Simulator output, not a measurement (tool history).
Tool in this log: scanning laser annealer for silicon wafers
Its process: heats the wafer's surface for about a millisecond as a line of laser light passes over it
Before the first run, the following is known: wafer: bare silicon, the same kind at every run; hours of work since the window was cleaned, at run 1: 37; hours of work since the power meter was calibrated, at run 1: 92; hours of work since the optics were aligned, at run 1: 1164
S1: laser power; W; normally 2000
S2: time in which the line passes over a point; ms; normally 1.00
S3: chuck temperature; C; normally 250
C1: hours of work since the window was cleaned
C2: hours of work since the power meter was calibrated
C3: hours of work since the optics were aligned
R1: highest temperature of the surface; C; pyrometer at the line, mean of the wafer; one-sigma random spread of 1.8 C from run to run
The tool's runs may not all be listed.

run   hour    S1    S2   S3   C1   C2    C3   R1
  1    0.0  2000  1.00  250   37   92  1164  957
  2   16.4  2000  1.00  234   48  103  1175  936
  3   27.9  2000  1.00  234   56  110  1183  937
  4   36.0  2000  1.00  234   61  116  1188  936
  5   49.1  2000  1.00  234   70  125  1197  938
  6   61.9  2000  1.03  234   79  133  1205  943
  7   70.3  2000  1.00  250   84  139  1211  945
  8   87.2  2000  1.00  250   96  150  1222  948
  9   95.5  2000  0.82  250  101  156  1228  888
      99.2  -- window over the wafer cleaned
 10  111.8  2000  0.99  250    8  165  1237  941
 11  121.9  2000  0.99  250   15  172  1244  940
 12  135.6  2000  0.99  244   24  181  1253  933
 13  152.7  2000  0.99  244   36  193  1265  930
     158.7  -- window over the wafer cleaned, once more
 14  169.8  2000  0.99  244    7  203  1275  945
 15  184.3  2000  0.99  244   17  212  1284  941
 16  197.5  2090  0.92  272   26  221  1293  984
 17  210.8  1802  1.00  217   35  230  1302  834
 18  223.4  2001  0.78  244   43  238  1310  872
 19  234.8  2001  0.78  244   51  246  1318  872
 20  245.9  2001  0.78  244   58  253  1325  870
 21  255.5  1841  1.00  263   65  260  1332  894
 22  273.5  2055  1.00  263   77  272  1344  978
 23  292.9  1707  1.00  225   90  285  1357  799
 24  304.0  2000  0.88  250   97  292  1364  907
 25  319.7  1985  0.95  247  107  303  1375  916

Consider 5 possible next runs. They are alternatives, not a sequence: every one starts from the tool as it was left by run 25. What does each give?
  A  336.6  2150  1.00  250  119  314  1386   ?
  B  336.6  1748  0.95  247  119  314  1386   ?
  C  336.6  2097  0.95  247  119  314  1386   ?
  D  336.6  1895  0.72  250  119  314  1386   ?
  E  336.6  2000  0.81  250  119  314  1386   ?

run    R1
  A  1002
  B   823
  C   959
  D   808
  E   881
Without the tool's hidden state the same runs would have given:
run    R1
  A  1040
  B   852
  C   994
  D   837
  E   913
